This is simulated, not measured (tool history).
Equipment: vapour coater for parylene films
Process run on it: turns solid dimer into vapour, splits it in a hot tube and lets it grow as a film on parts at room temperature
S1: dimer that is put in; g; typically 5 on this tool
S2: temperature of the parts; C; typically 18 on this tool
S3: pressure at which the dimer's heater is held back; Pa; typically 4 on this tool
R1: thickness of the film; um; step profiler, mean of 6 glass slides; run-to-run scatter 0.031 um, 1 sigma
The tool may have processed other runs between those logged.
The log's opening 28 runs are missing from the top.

Run 29, day 13.35: usual settings but S1 7 g, S2 12 C, S3 2.87 Pa. Result: R1 4.55 um.
Run 30, day 13.875: usual settings but S2 12 C, S3 2.87 Pa. Result: R1 3.25 um.
Run 31, day 14.521: usual settings but S2 12 C, S3 2.87 Pa. Result: R1 3.16 um.
Run 32, day 15.158: usual settings but S2 13 C, S3 7.02 Pa. Result: R1 3.08 um.
At day 15.467: trap's valve overhauled.
Run 33, day 15.708: usual settings but S2 13 C, S3 7.02 Pa. Result: R1 3.59 um.
Run 34, day 16.371: usual settings but S2 13 C, S3 7.02 Pa. Result: R1 3.46 um.
Run 35, day 16.838: usual settings but S3 2.11 Pa. Result: R1 3.1 um.
Run 36, day 17.142: usual settings but S3 10.03 Pa. Result: R1 2.67 um.
Run 37, day 17.804: usual settings but S1 3 g, S2 25 C, S3 10.03 Pa. Result: R1 1.15 um.
Run 38, day 18.275: usual settings but S1 3 g, S2 25 C, S3 10.03 Pa. Result: R1 1.11 um.
Run 39, day 18.808: usual settings but S1 3 g, S2 25 C, S3 4.3 Pa. Result: R1 1.2 um.
Run 40, day 19.275: usual settings but S2 11 C, S3 11.3 Pa. Result: R1 3.55 um.
Run 41, day 19.883: usual settings but S1 7 g. Result: R1 3.88 um.
Run 42, day 20.346: usual settings but S3 3.15 Pa. Result: R1 2.86 um.
Run 43, day 20.929: usual settings but S1 8 g, S3 2.3 Pa. Result: R1 4.61 um.
Run 44, day 21.396: usual settings but S1 8 g, S3 2.3 Pa. Result: R1 4.63 um.
Run 45, day 21.804: usual settings but S1 3 g, S2 11 C, S3 2.52 Pa. Result: R1 2.05 um.
Run 46, day 22.258: usual settings but S1 4 g, S2 24 C. Result: R1 1.66 um.
Run 47, day 22.871: usual settings but S1 6 g, S2 24 C, S3 7.3 Pa. Result: R1 2.26 um.
Run 48, day 23.325: usual settings but S1 2 g, S2 10 C, S3 9.8 Pa. Result: R1 1.34 um.

Below are 3 alternative next runs, each starting from the tool's condition after run 48. Predict each:
Run A, day 23.842: usual settings but S1 2 g, S2 15 C, S3 9.8 Pa. Result: R1 ?.
Run B, day 23.842: usual settings but S1 2 g, S2 10 C, S3 8.06 Pa. Result: R1 ?.
Run C, day 23.842: usual settings but S1 4 g, S2 10 C, S3 2.5 Pa. Result: R1 ?.

run    R1
  A  1.15
  B  1.35
  C  2.69
What these runs would have given with no unlogged condition in the tool:
run    R1
  A   1.3
  B   1.5
  C  2.97

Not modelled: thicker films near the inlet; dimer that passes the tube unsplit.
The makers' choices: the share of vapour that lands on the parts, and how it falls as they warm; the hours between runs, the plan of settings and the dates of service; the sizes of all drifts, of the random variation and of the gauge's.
